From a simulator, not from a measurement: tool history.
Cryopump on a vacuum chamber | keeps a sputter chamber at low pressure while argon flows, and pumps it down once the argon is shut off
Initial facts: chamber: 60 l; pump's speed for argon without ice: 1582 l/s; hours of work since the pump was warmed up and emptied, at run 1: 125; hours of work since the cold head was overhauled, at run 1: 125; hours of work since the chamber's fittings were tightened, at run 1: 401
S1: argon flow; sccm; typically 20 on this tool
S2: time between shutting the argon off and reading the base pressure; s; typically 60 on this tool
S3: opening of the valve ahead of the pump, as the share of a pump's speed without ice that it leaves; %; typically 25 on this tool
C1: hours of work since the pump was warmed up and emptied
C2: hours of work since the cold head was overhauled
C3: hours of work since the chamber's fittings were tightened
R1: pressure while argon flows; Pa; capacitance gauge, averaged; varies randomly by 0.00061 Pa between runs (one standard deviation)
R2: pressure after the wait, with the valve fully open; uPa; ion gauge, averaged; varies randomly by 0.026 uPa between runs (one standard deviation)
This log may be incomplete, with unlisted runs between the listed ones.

run	hour	S1	S2	S3	C1	C2	C3	R1	R2
1	0.0	20	60	25	125	125	401	0.0865	1.28
2	84.2	20	60	25	196	196	472	0.0870	1.30
3	166.4	20	60	25	265	265	541	0.0866	1.42
4	253.0	17	60	25	338	338	614	0.0738	1.34
5	333.2	20	60	22	405	405	681	0.0987	1.37
6	418.3	20	60	48	477	477	753	0.0478	1.41
7	523.4	20	60	25	565	565	841	0.0884	1.45
8	610.9	20	139	25	639	639	915	0.0889	0.99
9	702.2	18	26	32	715	715	991	0.0647	2.67
10	775.8	9	239	19	777	777	1053	0.0519	0.89
11	884.3	22	66	59	868	868	1145	0.0453	1.56
12	1001.2	22	66	59	967	967	1243	0.0457	1.61

Predict the results of run 13:
13	1108.4	27	107	17	1057	1057	1333	?	?

{"run 13": {"R1": 0.1785, "R2": 1.35}}
With no hidden state in the tool, this same run would have given R1 0.1703 Pa, R2 0.71 uPa.

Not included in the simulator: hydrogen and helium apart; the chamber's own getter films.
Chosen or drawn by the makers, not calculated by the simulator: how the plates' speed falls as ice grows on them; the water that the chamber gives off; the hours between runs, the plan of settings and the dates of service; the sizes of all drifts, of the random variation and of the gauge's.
